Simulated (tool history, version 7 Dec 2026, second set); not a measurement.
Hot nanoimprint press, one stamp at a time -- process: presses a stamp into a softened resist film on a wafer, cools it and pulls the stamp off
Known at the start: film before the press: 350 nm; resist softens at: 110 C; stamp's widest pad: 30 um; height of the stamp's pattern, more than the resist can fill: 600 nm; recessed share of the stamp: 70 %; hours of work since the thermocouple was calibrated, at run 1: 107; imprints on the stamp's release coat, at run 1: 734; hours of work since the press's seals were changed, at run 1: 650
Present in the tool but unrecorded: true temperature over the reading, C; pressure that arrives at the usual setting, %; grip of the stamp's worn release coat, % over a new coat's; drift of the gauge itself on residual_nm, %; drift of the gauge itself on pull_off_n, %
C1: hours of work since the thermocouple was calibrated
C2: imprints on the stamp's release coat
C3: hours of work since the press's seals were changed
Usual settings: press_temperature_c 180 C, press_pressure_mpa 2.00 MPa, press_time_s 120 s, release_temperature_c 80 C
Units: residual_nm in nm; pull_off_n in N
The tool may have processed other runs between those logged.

run 1 hour=0.0 | press_temperature_c=180 press_pressure_mpa=2.00 press_time_s=120 release_temperature_c=80 | C1=107 C2=734 C3=650 | residual_nm=206.8 pull_off_n=124
run 2 hour=30.9 | press_temperature_c=180 press_pressure_mpa=2.00 press_time_s=120 release_temperature_c=80 | C1=131 C2=901 C3=674 | residual_nm=207.0 pull_off_n=128
-- hour=43.8 stamp cleaned and given a new release coat
run 3 hour=69.7 | press_temperature_c=180 press_pressure_mpa=2.00 press_time_s=120 release_temperature_c=80 | C1=157 C2=140 C3=700 | residual_nm=206.8 pull_off_n=106
run 4 hour=89.3 | press_temperature_c=180 press_pressure_mpa=2.00 press_time_s=120 release_temperature_c=80 | C1=172 C2=245 C3=715 | residual_nm=206.4 pull_off_n=106
run 5 hour=108.0 | press_temperature_c=172 press_pressure_mpa=2.00 press_time_s=120 release_temperature_c=80 | C1=187 C2=347 C3=730 | residual_nm=252.9 pull_off_n=109
run 6 hour=135.8 | press_temperature_c=172 press_pressure_mpa=2.00 press_time_s=120 release_temperature_c=80 | C1=209 C2=497 C3=752 | residual_nm=250.9 pull_off_n=113
run 7 hour=169.8 | press_temperature_c=177 press_pressure_mpa=2.00 press_time_s=120 release_temperature_c=80 | C1=235 C2=680 C3=779 | residual_nm=222.5 pull_off_n=125
run 8 hour=187.7 | press_temperature_c=177 press_pressure_mpa=2.00 press_time_s=120 release_temperature_c=80 | C1=249 C2=777 C3=793 | residual_nm=222.6 pull_off_n=122
-- hour=193.6 plate thermocouple calibrated
-- hour=226.4 stamp cleaned and given a new release coat
run 9 hour=230.6 | press_temperature_c=180 press_pressure_mpa=2.00 press_time_s=120 release_temperature_c=80 | C1=24 C2=23 C3=819 | residual_nm=202.9 pull_off_n=101
-- hour=264.5 press's hydraulic seals changed and the load cell set to zero
run 10 hour=273.6 | press_temperature_c=180 press_pressure_mpa=2.00 press_time_s=120 release_temperature_c=80 | C1=52 C2=212 C3=7 | residual_nm=200.4 pull_off_n=107
run 11 hour=300.5 | press_temperature_c=180 press_pressure_mpa=1.49 press_time_s=120 release_temperature_c=80 | C1=73 C2=357 C3=28 | residual_nm=223.1 pull_off_n=110
run 12 hour=333.9 | press_temperature_c=180 press_pressure_mpa=2.00 press_time_s=120 release_temperature_c=80 | C1=99 C2=537 C3=54 | residual_nm=200.3 pull_off_n=114
-- hour=360.0 plate thermocouple calibrated, once more
run 13 hour=366.4 | press_temperature_c=180 press_pressure_mpa=2.00 press_time_s=120 release_temperature_c=80 | C1=5 C2=697 C3=78 | residual_nm=206.9 pull_off_n=119
run 14 hour=381.4 | press_temperature_c=180 press_pressure_mpa=2.00 press_time_s=97 release_temperature_c=80 | C1=17 C2=778 C3=89 | residual_nm=220.9 pull_off_n=125
run 15 hour=397.8 | press_temperature_c=180 press_pressure_mpa=2.00 press_time_s=120 release_temperature_c=80 | C1=30 C2=866 C3=102 | residual_nm=206.9 pull_off_n=129
-- hour=418.0 stamp cleaned and given a new release coat
run 16 hour=437.8 | press_temperature_c=180 press_pressure_mpa=2.00 press_time_s=138 release_temperature_c=80 | C1=56 C2=107 C3=129 | residual_nm=197.2 pull_off_n=105
run 17 hour=456.4 | press_temperature_c=180 press_pressure_mpa=3.19 press_time_s=72 release_temperature_c=80 | C1=71 C2=207 C3=144 | residual_nm=204.8 pull_off_n=105
run 18 hour=477.4 | press_temperature_c=180 press_pressure_mpa=1.48 press_time_s=224 release_temperature_c=80 | C1=87 C2=321 C3=160 | residual_nm=188.1 pull_off_n=113
run 19 hour=512.3 | press_temperature_c=184 press_pressure_mpa=2.00 press_time_s=120 release_temperature_c=80 | C1=115 C2=509 C3=187 | residual_nm=184.5 pull_off_n=116
run 20 hour=542.1 | press_temperature_c=178 press_pressure_mpa=2.38 press_time_s=183 release_temperature_c=84 | C1=138 C2=670 C3=211 | residual_nm=176.3 pull_off_n=113
run 21 hour=565.2 | press_temperature_c=180 press_pressure_mpa=3.07 press_time_s=120 release_temperature_c=80 | C1=156 C2=795 C3=229 | residual_nm=173.5 pull_off_n=125
-- hour=598.1 stamp cleaned and given a new release coat
run 22 hour=606.5 | press_temperature_c=176 press_pressure_mpa=1.75 press_time_s=120 release_temperature_c=80 | C1=184 C2=45 C3=257 | residual_nm=236.7 pull_off_n=104
run 23 hour=640.1 | press_temperature_c=176 press_pressure_mpa=1.75 press_time_s=120 release_temperature_c=80 | C1=210 C2=227 C3=283 | residual_nm=236.3 pull_off_n=108
run 24 hour=659.0 | press_temperature_c=176 press_pressure_mpa=1.75 press_time_s=120 release_temperature_c=80 | C1=225 C2=329 C3=298 | residual_nm=236.2 pull_off_n=114
run 25 hour=691.3 | press_temperature_c=191 press_pressure_mpa=2.00 press_time_s=120 release_temperature_c=80 | C1=251 C2=503 C3=323 | residual_nm=150.9 pull_off_n=116
run 26 hour=724.5 | press_temperature_c=186 press_pressure_mpa=2.00 press_time_s=132 release_temperature_c=80 | C1=277 C2=683 C3=349 | residual_nm=166.0 pull_off_n=124
run 27 hour=743.5 | press_temperature_c=186 press_pressure_mpa=2.00 press_time_s=132 release_temperature_c=80 | C1=292 C2=785 C3=364 | residual_nm=166.3 pull_off_n=124
run 28 hour=764.7 | press_temperature_c=186 press_pressure_mpa=2.00 press_time_s=132 release_temperature_c=80 | C1=308 C2=900 C3=381 | residual_nm=166.4 pull_off_n=130
-- hour=779.8 stamp cleaned and given a new release coat
run 29 hour=806.3 | press_temperature_c=186 press_pressure_mpa=2.63 press_time_s=132 release_temperature_c=83 | C1=336 C2=143 C3=409 | residual_nm=147.0 pull_off_n=108

3 options for the next run, each taken on its own from the tool as it stands now. Forecast them:
-- hour=815.9 plate thermocouple calibrated
run A hour=846.4 | press_temperature_c=178 press_pressure_mpa=2.63 press_time_s=132 release_temperature_c=80 | C1=24 C2=343 C3=438 | residual_nm=? pull_off_n=?
-- hour=815.9 plate thermocouple calibrated
run B hour=846.4 | press_temperature_c=182 press_pressure_mpa=2.63 press_time_s=132 release_temperature_c=83 | C1=24 C2=343 C3=438 | residual_nm=? pull_off_n=?
-- hour=815.9 plate thermocouple calibrated
run C hour=846.4 | press_temperature_c=186 press_pressure_mpa=1.93 press_time_s=120 release_temperature_c=80 | C1=24 C2=343 C3=438 | residual_nm=? pull_off_n=?

run=A residual_nm=194.7 pull_off_n=109
run=B residual_nm=172.8 pull_off_n=110
run=C residual_nm=181.7 pull_off_n=111
Without the tool's hidden state the same runs would have given:
run=A residual_nm=192.1 pull_off_n=99
run=B residual_nm=170.4 pull_off_n=100
run=C residual_nm=179.7 pull_off_n=101
